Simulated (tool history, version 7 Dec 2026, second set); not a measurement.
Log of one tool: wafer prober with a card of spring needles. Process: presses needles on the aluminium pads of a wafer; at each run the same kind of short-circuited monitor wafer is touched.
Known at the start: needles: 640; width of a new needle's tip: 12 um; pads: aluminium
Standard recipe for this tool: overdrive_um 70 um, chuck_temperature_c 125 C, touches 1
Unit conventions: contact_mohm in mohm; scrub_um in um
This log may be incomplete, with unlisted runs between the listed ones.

{"run": 1, "hour": 0.0, "overdrive_um": 70, "chuck_temperature_c": 125, "touches": 1, "contact_mohm": 138, "scrub_um": 9.99}
{"hour": 3.5, "done": "tips cleaned on abrasive film"}
{"hour": 16.1, "done": "tips cleaned on abrasive film"}
{"run": 2, "hour": 16.1, "overdrive_um": 70, "chuck_temperature_c": 125, "touches": 1, "contact_mohm": 120, "scrub_um": 10.0}
{"hour": 28.2, "done": "tips cleaned on abrasive film"}
{"run": 3, "hour": 33.5, "overdrive_um": 70, "chuck_temperature_c": 125, "touches": 1, "contact_mohm": 133, "scrub_um": 10.02}
{"hour": 40.3, "done": "tips cleaned on abrasive film"}
{"hour": 52.8, "done": "tips cleaned on abrasive film"}
{"run": 4, "hour": 57.0, "overdrive_um": 70, "chuck_temperature_c": 125, "touches": 1, "contact_mohm": 126, "scrub_um": 9.98}
{"hour": 65.3, "done": "tips cleaned on abrasive film"}
{"run": 5, "hour": 70.5, "overdrive_um": 70, "chuck_temperature_c": 125, "touches": 1, "contact_mohm": 130, "scrub_um": 9.97}
{"hour": 77.7, "done": "tips cleaned on abrasive film"}
{"run": 6, "hour": 86.6, "overdrive_um": 70, "chuck_temperature_c": 125, "touches": 1, "contact_mohm": 136, "scrub_um": 9.97}
{"hour": 89.9, "done": "tips cleaned on abrasive film"}
{"hour": 102.7, "done": "tips cleaned on abrasive film"}
{"run": 7, "hour": 105.3, "overdrive_um": 70, "chuck_temperature_c": 125, "touches": 2, "contact_mohm": 121, "scrub_um": 9.95}
{"hour": 115.9, "done": "tips cleaned on abrasive film"}
{"hour": 116.2, "done": "height of the first contact set anew"}
{"run": 8, "hour": 116.2, "overdrive_um": 70, "chuck_temperature_c": 125, "touches": 1, "contact_mohm": 122, "scrub_um": 9.9}
{"hour": 129.2, "done": "tips cleaned on abrasive film"}
{"run": 9, "hour": 134.5, "overdrive_um": 70, "chuck_temperature_c": 85, "touches": 1, "contact_mohm": 128, "scrub_um": 9.88}
{"hour": 141.1, "done": "tips cleaned on abrasive film"}
{"run": 10, "hour": 146.3, "overdrive_um": 70, "chuck_temperature_c": 85, "touches": 1, "contact_mohm": 127, "scrub_um": 9.92}
{"hour": 153.0, "done": "tips cleaned on abrasive film"}
{"hour": 165.8, "done": "tips cleaned on abrasive film"}
{"run": 11, "hour": 166.8, "overdrive_um": 52, "chuck_temperature_c": 105, "touches": 1, "contact_mohm": 123, "scrub_um": 7.29}
{"run": 12, "hour": 176.4, "overdrive_um": 64, "chuck_temperature_c": 105, "touches": 1, "contact_mohm": 136, "scrub_um": 9.02}
{"hour": 178.1, "done": "tips cleaned on abrasive film"}
{"hour": 190.8, "done": "tips cleaned on abrasive film"}
{"run": 13, "hour": 199.6, "overdrive_um": 66, "chuck_temperature_c": 39, "touches": 1, "contact_mohm": 125, "scrub_um": 9.29}
{"hour": 203.1, "done": "tips cleaned on abrasive film"}
{"run": 14, "hour": 210.0, "overdrive_um": 58, "chuck_temperature_c": 64, "touches": 1, "contact_mohm": 130, "scrub_um": 8.14}
{"hour": 215.0, "done": "tips cleaned on abrasive film"}
{"run": 15, "hour": 222.8, "overdrive_um": 58, "chuck_temperature_c": 64, "touches": 1, "contact_mohm": 129, "scrub_um": 8.12}

What if the next run were any one of these 3? Each begins from the tool's condition after run 15:
{"hour": 228.1, "done": "tips cleaned on abrasive film"}
{"run": "A", "hour": 234.5, "overdrive_um": 78, "chuck_temperature_c": 97, "touches": 1, "contact_mohm": "?", "scrub_um": "?"}
{"hour": 228.1, "done": "tips cleaned on abrasive film"}
{"run": "B", "hour": 234.5, "overdrive_um": 76, "chuck_temperature_c": 47, "touches": 3, "contact_mohm": "?", "scrub_um": "?"}
{"hour": 228.1, "done": "tips cleaned on abrasive film"}
{"run": "C", "hour": 234.5, "overdrive_um": 86, "chuck_temperature_c": 29, "touches": 3, "contact_mohm": "?", "scrub_um": "?"}

run=A contact_mohm=127 scrub_um=11.00
run=B contact_mohm=112 scrub_um=10.68
run=C contact_mohm=108 scrub_um=12.13
With no hidden state in the tool, these same runs would have given:
run=A contact_mohm=115 scrub_um=11.23
run=B contact_mohm=108 scrub_um=10.91
run=C contact_mohm=104 scrub_um=12.37

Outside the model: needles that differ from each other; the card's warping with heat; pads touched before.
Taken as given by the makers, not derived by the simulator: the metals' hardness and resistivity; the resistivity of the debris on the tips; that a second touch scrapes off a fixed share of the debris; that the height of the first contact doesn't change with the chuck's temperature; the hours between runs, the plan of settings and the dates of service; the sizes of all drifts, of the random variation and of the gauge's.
